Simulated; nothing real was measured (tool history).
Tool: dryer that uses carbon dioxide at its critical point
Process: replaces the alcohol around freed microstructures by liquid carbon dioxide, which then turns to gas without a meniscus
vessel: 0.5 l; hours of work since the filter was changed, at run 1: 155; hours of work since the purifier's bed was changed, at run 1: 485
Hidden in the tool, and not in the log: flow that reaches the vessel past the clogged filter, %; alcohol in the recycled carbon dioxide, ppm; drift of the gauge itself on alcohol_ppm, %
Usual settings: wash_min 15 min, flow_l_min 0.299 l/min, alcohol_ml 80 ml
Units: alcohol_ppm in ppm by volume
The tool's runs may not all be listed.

run    hour  wash_min  flow_l_min  alcohol_ml  hours of work since the filter was changed  hours of work since the purifier's bed was changed  alcohol_ppm
  1     0.0        15       0.299          80                                         155                                                 485          282
  2    26.3        15       0.299          80                                         170                                                 500          271
  3    54.0        18       0.299          80                                         187                                                 517          169
  4    77.3        18       0.299          80                                         200                                                 530          167
  5   105.2        18       0.299          80                                         217                                                 547          179
  6   133.4        18       0.299          80                                         233                                                 563          188
  7   167.4        18       0.299          80                                         253                                                 583          190
  8   199.8        18       0.299          80                                         272                                                 603          202
  9   221.0        18       0.299          76                                         285                                                 615          208
 10   263.4        10       0.299          80                                         310                                                 640         2307
 11   296.0        21       0.299          80                                         329                                                 659          177
 12   326.7        21       0.299          80                                         347                                                 677          176
 13   360.5        21       0.299          80                                         367                                                 697          187
 14   393.9        15       0.380          80                                         387                                                 717          221
 15   418.0        15       0.380          80                                         401                                                 731          236
 16   447.3         9       0.299          80                                         418                                                 748         4186
      480.1  -- inlet filter changed
 17   497.3         9       0.299          80                                          10                                                 777         2059
 18   542.3        15       0.189          80                                          37                                                 804         1797
 19   588.7        16       0.476          80                                          64                                                 831          199
 20   622.1        16       0.476          80                                          84                                                 851          204
 21   667.9        19       0.231          91                                         111                                                 878          380
 22   705.2        10       0.260         115                                         133                                                 900         4106
 23   751.0        12       0.288          69                                         160                                                 927          880
 24   795.8        12       0.382          26                                         186                                                 953          268
      837.0  -- purifier's bed changed
 25   839.2        11       0.488          54                                         210                                                   1           42
 26   862.6        15       0.299          31                                         224                                                  15           69
 27   895.0        15       0.299          71                                         243                                                  34          188
 28   944.9        10       0.294          80                                         272                                                  64         2065
 29   981.3        19       0.317          48                                         293                                                  85           46
 30  1003.3        18       0.322          23                                         306                                                  98           34
 31  1029.6        18       0.322          23                                         322                                                 113           43

Measured less the same run without the tool's hidden state. The same run-to-run variation is in both; the gauge's scatter may not be:
run  alcohol_ppm
  1         +182
  2         +184
  3         +140
  4         +146
  5         +155
  6         +161
  7         +171
  8         +179
  9         +179
 10        +1201
 11         +170
 12         +172
 13         +179
 14         +207
 15         +218
 16        +2379
 17         +221
 18         +298
 19         +188
 20         +197
 21         +247
 22        +1025
 23         +423
 24         +237
 25          +16
 26          +37
 27          +96
 28         +861
 29          +29
 30          +29
 31          +32
